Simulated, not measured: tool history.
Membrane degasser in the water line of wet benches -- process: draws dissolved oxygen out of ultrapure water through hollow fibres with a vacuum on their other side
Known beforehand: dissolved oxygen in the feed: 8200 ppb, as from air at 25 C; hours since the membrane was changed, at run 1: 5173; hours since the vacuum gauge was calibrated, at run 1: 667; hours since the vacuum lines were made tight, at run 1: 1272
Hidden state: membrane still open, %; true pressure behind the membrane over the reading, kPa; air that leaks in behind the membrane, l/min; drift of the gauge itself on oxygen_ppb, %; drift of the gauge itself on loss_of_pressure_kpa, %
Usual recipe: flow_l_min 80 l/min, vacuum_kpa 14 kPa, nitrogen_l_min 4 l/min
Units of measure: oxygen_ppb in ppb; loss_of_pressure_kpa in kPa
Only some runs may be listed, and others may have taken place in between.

| run | hour | flow_l_min | vacuum_kpa | nitrogen_l_min | hours since the membrane was changed | hours since the vacuum gauge was calibrated | hours since the vacuum lines were made tight | oxygen_ppb | loss_of_pressure_kpa |
|---|---|---|---|---|---|---|---|---|---|
| 1 | 0 | 80 | 14 | 4 | 5173 | 667 | 1272 | 462 | 62.22 |
| 2 | 104.2 | 60 | 14 | 4 | 5277 | 771 | 1376 | 359.6 | 46.4 |
| 3 | 179 | 83 | 14 | 4 | 5352 | 846 | 1451 | 478.5 | 64.88 |
| 4 | 261.3 | 83 | 14 | 4 | 5434 | 928 | 1533 | 478.2 | 64.22 |
| 5 | 340.1 | 83 | 14 | 4 | 5513 | 1007 | 1612 | 477.4 | 64.63 |
| 6 | 422.9 | 80 | 14 | 4 | 5596 | 1090 | 1694 | 462.3 | 62.22 |
| 7 | 538.8 | 80 | 14 | 4 | 5711 | 1206 | 1810 | 462.5 | 62.13 |
| 8 | 669.6 | 80 | 14 | 4 | 5842 | 1336 | 1941 | 464.6 | 62.11 |
| 9 | 784.5 | 80 | 14 | 7.63 | 5957 | 1451 | 2056 | 264.7 | 62.68 |
| 10 | 909.5 | 80 | 14 | 7.63 | 6082 | 1576 | 2181 | 263.8 | 62.46 |
| 11 | 1015.5 | 80 | 14 | 7.63 | 6188 | 1682 | 2287 | 264.4 | 62.28 |
| 12 | 1082.2 | 80 | 27.3 | 2.66 | 6255 | 1749 | 2354 | 1324.9 | 62.51 |
| 13 | 1153.9 | 80 | 34.9 | 2.36 | 6326 | 1821 | 2425 | 1808.7 | 62.5 |
| 14 | 1286.4 | 63 | 16.7 | 7.39 | 6459 | 1953 | 2558 | 267.4 | 49.08 |
| 15 | 1421.9 | 52 | 9 | 5.06 | 6594 | 2089 | 2693 | 140.5 | 40.7 |
| 16 | 1503.4 | 52 | 9 | 5.06 | 6676 | 2170 | 2775 | 140.4 | 40.95 |
| 17 | 1598.5 | 78 | 20.7 | 4 | 6771 | 2265 | 2870 | 709.8 | 61.02 |
| 18 | 1660.3 | 65 | 12.5 | 4 | 6833 | 2327 | 2932 | 336.2 | 50.95 |

Branching from run 18: 4 alternative next runs. What would each branch give?
| A | 1764.6 | 77 | 10 | 4 | 6937 | 2431 | 3036 | ? | ? |
| B | 1764.6 | 50 | 25.2 | 2.31 | 6937 | 2431 | 3036 | ? | ? |
| C | 1764.6 | 51 | 27.4 | 5.59 | 6937 | 2431 | 3036 | ? | ? |
| D | 1764.6 | 80 | 31.9 | 2.55 | 6937 | 2431 | 3036 | ? | ? |

| run | oxygen_ppb | loss_of_pressure_kpa |
|---|---|---|
| A | 290.9 | 60.32 |
| B | 947.5 | 39.29 |
| C | 497.5 | 39.83 |
| D | 1577.5 | 62.55 |
Without the tool's hidden state the same runs would have given:
| run | oxygen_ppb | loss_of_pressure_kpa |
|---|---|---|
| A | 287.2 | 58.49 |
| B | 944 | 38.1 |
| C | 495.4 | 38.62 |
| D | 1573.1 | 60.65 |
